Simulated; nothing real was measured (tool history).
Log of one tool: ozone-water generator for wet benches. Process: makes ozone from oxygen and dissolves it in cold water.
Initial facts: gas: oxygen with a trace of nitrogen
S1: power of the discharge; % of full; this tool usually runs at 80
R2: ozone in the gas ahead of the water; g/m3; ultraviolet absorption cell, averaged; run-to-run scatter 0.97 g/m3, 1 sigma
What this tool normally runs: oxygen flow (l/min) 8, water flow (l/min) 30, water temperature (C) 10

Run 1, hour 0: usual settings. Result: dissolved ozone (ppm) 21.9, R2 166.9 g/m3.
Run 2, hour 53.8: usual settings. Result: dissolved ozone (ppm) 22.2, R2 167.2 g/m3.
Run 3, hour 99: usual settings. Result: dissolved ozone (ppm) 21.9, R2 166.7 g/m3.
Run 4, hour 132.7: usual settings. Result: dissolved ozone (ppm) 22, R2 167.8 g/m3.
Run 5, hour 179.7: usual settings but water flow (l/min) 25. Result: dissolved ozone (ppm) 25.8, R2 166.5 g/m3.
Run 6, hour 225.5: usual settings but oxygen flow (l/min) 14.03. Result: dissolved ozone (ppm) 21.2, R2 117.5 g/m3.
Run 7, hour 256.5: usual settings but oxygen flow (l/min) 14.03. Result: dissolved ozone (ppm) 21, R2 116.8 g/m3.
Run 8, hour 296.8: usual settings but oxygen flow (l/min) 14.03. Result: dissolved ozone (ppm) 21.2, R2 120 g/m3.
Run 9, hour 326.2: usual settings but water temperature (C) 18. Result: dissolved ozone (ppm) 19.9, R2 166.6 g/m3.
Run 10, hour 386.3: usual settings but water temperature (C) 18. Result: dissolved ozone (ppm) 19.8, R2 168.4 g/m3.
Run 11, hour 433.8: usual settings but water flow (l/min) 25. Result: dissolved ozone (ppm) 25.9, R2 168.9 g/m3.
Run 12, hour 485.6: usual settings but water flow (l/min) 25. Result: dissolved ozone (ppm) 25.9, R2 167.5 g/m3.
Run 13, hour 535.6: usual settings but water flow (l/min) 38. Result: dissolved ozone (ppm) 17.8, R2 169.1 g/m3.
Run 14, hour 592.7: usual settings but S1 58 % of full. Result: dissolved ozone (ppm) 17.6, R2 135.5 g/m3.
Run 15, hour 628.9: usual settings. Result: dissolved ozone (ppm) 22, R2 167.8 g/m3.
Run 16, hour 665.3: usual settings but oxygen flow (l/min) 10.49. Result: dissolved ozone (ppm) 21.6, R2 143.1 g/m3.
Run 17, hour 706.3: usual settings but oxygen flow (l/min) 10.49. Result: dissolved ozone (ppm) 22, R2 142 g/m3.
Run 18, hour 765.2: usual settings but oxygen flow (l/min) 11.39, water flow (l/min) 43. Result: dissolved ozone (ppm) 15.7, R2 134.6 g/m3.
Run 19, hour 813.9: usual settings but S1 56 % of full, oxygen flow (l/min) 6.91, water flow (l/min) 39, water temperature (C) 11. Result: dissolved ozone (ppm) 13.3, R2 143.4 g/m3.
Run 20, hour 854: usual settings but oxygen flow (l/min) 6.11, water flow (l/min) 24, water temperature (C) 14. Result: dissolved ozone (ppm) 25.7, R2 198.7 g/m3.
Run 21, hour 884.3: usual settings but oxygen flow (l/min) 6.11, water flow (l/min) 24, water temperature (C) 14. Result: dissolved ozone (ppm) 25.5, R2 197.7 g/m3.
Run 22, hour 944.6: usual settings but S1 44 % of full. Result: dissolved ozone (ppm) 14.6, R2 111.8 g/m3.
Run 23, hour 1004.5: usual settings but S1 44 % of full, water temperature (C) 7. Result: dissolved ozone (ppm) 15.2, R2 113.6 g/m3.
Run 24, hour 1048.9: usual settings but S1 44 % of full, water temperature (C) 7. Result: dissolved ozone (ppm) 15, R2 111.4 g/m3.
Run 25, hour 1079.1: usual settings but oxygen flow (l/min) 6.36, water temperature (C) 6. Result: dissolved ozone (ppm) 22.8, R2 196.4 g/m3.
Run 26, hour 1114.8: usual settings but water flow (l/min) 21, water temperature (C) 17. Result: dissolved ozone (ppm) 25.9, R2 170.4 g/m3.
Run 27, hour 1144.8: usual settings but S1 89 % of full, oxygen flow (l/min) 11.55, water flow (l/min) 32, water temperature (C) 7. Result: dissolved ozone (ppm) 23, R2 145.2 g/m3.
Run 28, hour 1207: usual settings but S1 89 % of full, oxygen flow (l/min) 11.55, water flow (l/min) 32, water temperature (C) 7. Result: dissolved ozone (ppm) 23, R2 146.1 g/m3.
Run 29, hour 1246.9: usual settings but S1 89 % of full, oxygen flow (l/min) 11.55, water flow (l/min) 32, water temperature (C) 7. Result: dissolved ozone (ppm) 22.8, R2 146.4 g/m3.
Run 30, hour 1293.3: usual settings but S1 51 % of full, oxygen flow (l/min) 11.55, water flow (l/min) 32, water temperature (C) 16. Result: dissolved ozone (ppm) 13.6, R2 98.5 g/m3.
Run 31, hour 1351.6: usual settings but oxygen flow (l/min) 4.31, water temperature (C) 7. Result: dissolved ozone (ppm) 21.9, R2 250.3 g/m3.
Run 32, hour 1412.7: usual settings but oxygen flow (l/min) 12.93, water temperature (C) 16. Result: dissolved ozone (ppm) 19.1, R2 125.6 g/m3.

Hidden state or all else? Some run-to-run changes of R2, split into what the settings, what came in and random variation would give without the hidden state, and what is left for the hidden state (with any gauge scatter that isn't in both results):
The hidden state here: yield of the discharge, % of new electrodes'; contactor's efficiency, % of a clean one's; true water temperature over the reading, C; drift of the gauge itself on ozone_ppm, %; drift of the gauge itself on gas_g_m3, %.
Run 21 -> 22: S1 80 -> 44, oxygen flow (l/min) 6.11 -> 8, water flow (l/min) 24 -> 30, water temperature (C) 14 -> 10. R2 -85.9 g/m3: hidden state -1.2, all else -84.7.
Run 24 -> 25: S1 44 -> 80, oxygen flow (l/min) 8 -> 6.36, water temperature (C) 7 -> 6. R2 +85 g/m3: hidden state +1.6, all else +83.4.
Run 30 -> 31: S1 51 -> 80, oxygen flow (l/min) 11.55 -> 4.31, water flow (l/min) 32 -> 30, water temperature (C) 16 -> 7. R2 +151.8 g/m3: hidden state +3.5, all else +148.3.
Run 31 -> 32: oxygen flow (l/min) 4.31 -> 12.93, water temperature (C) 7 -> 16. R2 -124.7 g/m3: hidden state -2.7, all else -122.
